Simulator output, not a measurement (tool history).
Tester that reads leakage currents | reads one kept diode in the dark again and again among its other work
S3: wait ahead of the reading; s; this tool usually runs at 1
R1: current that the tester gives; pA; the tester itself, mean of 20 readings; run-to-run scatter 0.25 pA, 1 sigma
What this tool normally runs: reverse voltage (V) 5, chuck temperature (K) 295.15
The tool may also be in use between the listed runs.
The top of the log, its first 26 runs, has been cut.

run 27 day=211.329 | reverse_voltage_(V)=10.87 chuck_temperature_(K)=299.15 S3=0.76 | R1=212.28
run 28 day=221.217 | reverse_voltage_(V)=10.81 chuck_temperature_(K)=315.15 S3=4.37 | R1=748.7
run 29 day=227.383 | reverse_voltage_(V)=1.87 chuck_temperature_(K)=295.15 S3=1 | R1=56.61
run 30 day=232.55 | reverse_voltage_(V)=1.87 chuck_temperature_(K)=295.15 S3=0.98 | R1=56.87
run 31 day=242.367 | reverse_voltage_(V)=14.6 chuck_temperature_(K)=329.15 S3=1.53 | R1=2529.86
run 32 day=247.662 | reverse_voltage_(V)=3.12 chuck_temperature_(K)=312.15 S3=1 | R1=305.93
run 33 day=255.275 | reverse_voltage_(V)=2.95 chuck_temperature_(K)=296.15 S3=2.04 | R1=84.36
run 34 day=265.671 | reverse_voltage_(V)=2.09 chuck_temperature_(K)=296.15 S3=1.99 | R1=70.47
run 35 day=272.821 | reverse_voltage_(V)=4.24 chuck_temperature_(K)=293.15 S3=0.33 | R1=86.11
-- day=275.95 chuck's temperature calibrated
run 36 day=280.058 | reverse_voltage_(V)=1.21 chuck_temperature_(K)=302.15 S3=1 | R1=70.54
run 37 day=284.879 | reverse_voltage_(V)=2.75 chuck_temperature_(K)=302.15 S3=0.32 | R1=114.87
run 38 day=295.654 | reverse_voltage_(V)=2.75 chuck_temperature_(K)=302.15 S3=0.32 | R1=117.35
-- day=296.562 probe card cleaned and baked
run 39 day=303.7 | reverse_voltage_(V)=2.75 chuck_temperature_(K)=302.15 S3=0.32 | R1=112.97

4 options for the next run, each taken on its own from the tool as it stands now. Forecast them:
run A day=313.575 | reverse_voltage_(V)=5.98 chuck_temperature_(K)=295.15 S3=1 | R1=?
run B day=313.575 | reverse_voltage_(V)=1.71 chuck_temperature_(K)=326.15 S3=1 | R1=?
run C day=313.575 | reverse_voltage_(V)=1.29 chuck_temperature_(K)=326.15 S3=5.95 | R1=?
run D day=313.575 | reverse_voltage_(V)=8.62 chuck_temperature_(K)=323.15 S3=0.71 | R1=?

run=A R1=99.55
run=B R1=558.99
run=C R1=478.67
run=D R1=1120.55
Without the tool's hidden state the same runs would have given:
run=A R1=91.78
run=B R1=529.01
run=C R1=453.05
run=D R1=1058.2
